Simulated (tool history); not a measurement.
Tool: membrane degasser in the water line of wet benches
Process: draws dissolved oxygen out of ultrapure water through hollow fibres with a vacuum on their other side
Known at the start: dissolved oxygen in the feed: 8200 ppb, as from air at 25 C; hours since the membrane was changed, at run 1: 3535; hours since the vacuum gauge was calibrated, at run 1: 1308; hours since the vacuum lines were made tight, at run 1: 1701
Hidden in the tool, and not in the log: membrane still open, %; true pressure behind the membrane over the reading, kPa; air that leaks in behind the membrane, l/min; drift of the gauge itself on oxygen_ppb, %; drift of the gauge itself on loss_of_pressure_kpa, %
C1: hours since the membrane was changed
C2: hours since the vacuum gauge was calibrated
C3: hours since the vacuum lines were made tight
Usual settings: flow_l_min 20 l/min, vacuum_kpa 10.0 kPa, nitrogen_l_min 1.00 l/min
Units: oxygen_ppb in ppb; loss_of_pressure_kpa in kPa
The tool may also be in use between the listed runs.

run 1 hour=0.0 | flow_l_min=20 vacuum_kpa=10.0 nitrogen_l_min=1.00 | C1=3535 C2=1308 C3=1701 | oxygen_ppb=477.7 loss_of_pressure_kpa=35.27
run 2 hour=100.5 | flow_l_min=20 vacuum_kpa=10.0 nitrogen_l_min=1.00 | C1=3635 C2=1409 C3=1802 | oxygen_ppb=482.7 loss_of_pressure_kpa=35.04
run 3 hour=163.8 | flow_l_min=20 vacuum_kpa=10.0 nitrogen_l_min=1.00 | C1=3698 C2=1472 C3=1865 | oxygen_ppb=485.4 loss_of_pressure_kpa=35.49
run 4 hour=242.8 | flow_l_min=20 vacuum_kpa=10.0 nitrogen_l_min=1.00 | C1=3777 C2=1551 C3=1944 | oxygen_ppb=489.4 loss_of_pressure_kpa=35.30
run 5 hour=304.0 | flow_l_min=20 vacuum_kpa=15.9 nitrogen_l_min=1.00 | C1=3839 C2=1612 C3=2006 | oxygen_ppb=714.4 loss_of_pressure_kpa=35.26
run 6 hour=384.8 | flow_l_min=20 vacuum_kpa=15.9 nitrogen_l_min=1.00 | C1=3919 C2=1693 C3=2086 | oxygen_ppb=713.9 loss_of_pressure_kpa=35.05
run 7 hour=435.6 | flow_l_min=20 vacuum_kpa=15.9 nitrogen_l_min=1.00 | C1=3970 C2=1744 C3=2137 | oxygen_ppb=711.3 loss_of_pressure_kpa=35.35
run 8 hour=543.2 | flow_l_min=20 vacuum_kpa=15.9 nitrogen_l_min=1.00 | C1=4078 C2=1852 C3=2245 | oxygen_ppb=712.4 loss_of_pressure_kpa=35.49
run 9 hour=605.3 | flow_l_min=20 vacuum_kpa=15.9 nitrogen_l_min=1.00 | C1=4140 C2=1914 C3=2307 | oxygen_ppb=718.9 loss_of_pressure_kpa=35.47
run 10 hour=689.2 | flow_l_min=20 vacuum_kpa=10.0 nitrogen_l_min=1.00 | C1=4224 C2=1998 C3=2391 | oxygen_ppb=490.3 loss_of_pressure_kpa=35.84
run 11 hour=753.1 | flow_l_min=20 vacuum_kpa=13.8 nitrogen_l_min=1.00 | C1=4288 C2=2061 C3=2455 | oxygen_ppb=644.0 loss_of_pressure_kpa=35.67
run 12 hour=846.8 | flow_l_min=20 vacuum_kpa=13.8 nitrogen_l_min=1.00 | C1=4381 C2=2155 C3=2548 | oxygen_ppb=644.5 loss_of_pressure_kpa=35.32
run 13 hour=937.4 | flow_l_min=14 vacuum_kpa=10.0 nitrogen_l_min=1.00 | C1=4472 C2=2246 C3=2639 | oxygen_ppb=280.4 loss_of_pressure_kpa=24.96
-- hour=943.7 vacuum gauge calibrated
run 14 hour=1049.8 | flow_l_min=14 vacuum_kpa=7.7 nitrogen_l_min=1.00 | C1=4584 C2=106 C3=2751 | oxygen_ppb=212.9 loss_of_pressure_kpa=25.14
-- hour=1128.6 vacuum gauge calibrated, once more
run 15 hour=1128.6 | flow_l_min=12 vacuum_kpa=12.9 nitrogen_l_min=2.39 | C1=4662 C2=0 C3=2829 | oxygen_ppb=155.4 loss_of_pressure_kpa=21.43
run 16 hour=1182.3 | flow_l_min=23 vacuum_kpa=6.8 nitrogen_l_min=0.53 | C1=4716 C2=54 C3=2883 | oxygen_ppb=595.1 loss_of_pressure_kpa=40.82
run 17 hour=1257.6 | flow_l_min=23 vacuum_kpa=6.8 nitrogen_l_min=0.53 | C1=4791 C2=129 C3=2958 | oxygen_ppb=587.3 loss_of_pressure_kpa=41.37
run 18 hour=1381.0 | flow_l_min=20 vacuum_kpa=10.0 nitrogen_l_min=1.04 | C1=4915 C2=252 C3=3081 | oxygen_ppb=481.6 loss_of_pressure_kpa=35.83
run 19 hour=1482.6 | flow_l_min=14 vacuum_kpa=7.0 nitrogen_l_min=2.55 | C1=5016 C2=354 C3=3183 | oxygen_ppb=118.3 loss_of_pressure_kpa=24.77
run 20 hour=1560.7 | flow_l_min=17 vacuum_kpa=19.8 nitrogen_l_min=0.72 | C1=5094 C2=432 C3=3261 | oxygen_ppb=901.3 loss_of_pressure_kpa=30.45
run 21 hour=1678.2 | flow_l_min=17 vacuum_kpa=19.8 nitrogen_l_min=0.72 | C1=5212 C2=550 C3=3379 | oxygen_ppb=920.8 loss_of_pressure_kpa=30.51
run 22 hour=1790.2 | flow_l_min=17 vacuum_kpa=19.8 nitrogen_l_min=0.72 | C1=5324 C2=662 C3=3491 | oxygen_ppb=895.8 loss_of_pressure_kpa=30.99
run 23 hour=1893.6 | flow_l_min=17 vacuum_kpa=19.8 nitrogen_l_min=0.72 | C1=5427 C2=765 C3=3594 | oxygen_ppb=895.7 loss_of_pressure_kpa=30.73
run 24 hour=1971.0 | flow_l_min=18 vacuum_kpa=18.9 nitrogen_l_min=1.19 | C1=5505 C2=842 C3=3671 | oxygen_ppb=662.5 loss_of_pressure_kpa=32.40
run 25 hour=2084.9 | flow_l_min=18 vacuum_kpa=18.9 nitrogen_l_min=1.19 | C1=5618 C2=956 C3=3785 | oxygen_ppb=673.7 loss_of_pressure_kpa=32.59
run 26 hour=2152.2 | flow_l_min=13 vacuum_kpa=13.6 nitrogen_l_min=0.72 | C1=5686 C2=1024 C3=3853 | oxygen_ppb=461.9 loss_of_pressure_kpa=23.39

Forecast each of these 4 alternatives for the next run:
run A hour=2256.1 | flow_l_min=29 vacuum_kpa=12.1 nitrogen_l_min=1.90 | C1=5790 C2=1128 C3=3957 | oxygen_ppb=? loss_of_pressure_kpa=?
run B hour=2256.1 | flow_l_min=18 vacuum_kpa=13.6 nitrogen_l_min=1.33 | C1=5790 C2=1128 C3=3957 | oxygen_ppb=? loss_of_pressure_kpa=?
run C hour=2256.1 | flow_l_min=13 vacuum_kpa=20.7 nitrogen_l_min=1.95 | C1=5790 C2=1128 C3=3957 | oxygen_ppb=? loss_of_pressure_kpa=?
run D hour=2256.1 | flow_l_min=20 vacuum_kpa=10.0 nitrogen_l_min=0.72 | C1=5790 C2=1128 C3=3957 | oxygen_ppb=? loss_of_pressure_kpa=?

run=A oxygen_ppb=820.0 loss_of_pressure_kpa=52.60
run=B oxygen_ppb=471.9 loss_of_pressure_kpa=32.36
run=C oxygen_ppb=331.0 loss_of_pressure_kpa=23.66
run=D oxygen_ppb=591.2 loss_of_pressure_kpa=36.32
Without the tool's hidden state the same runs would have given:
run=A oxygen_ppb=736.8 loss_of_pressure_kpa=49.55
run=B oxygen_ppb=433.9 loss_of_pressure_kpa=30.47
run=C oxygen_ppb=311.6 loss_of_pressure_kpa=22.29
run=D oxygen_ppb=545.2 loss_of_pressure_kpa=34.22
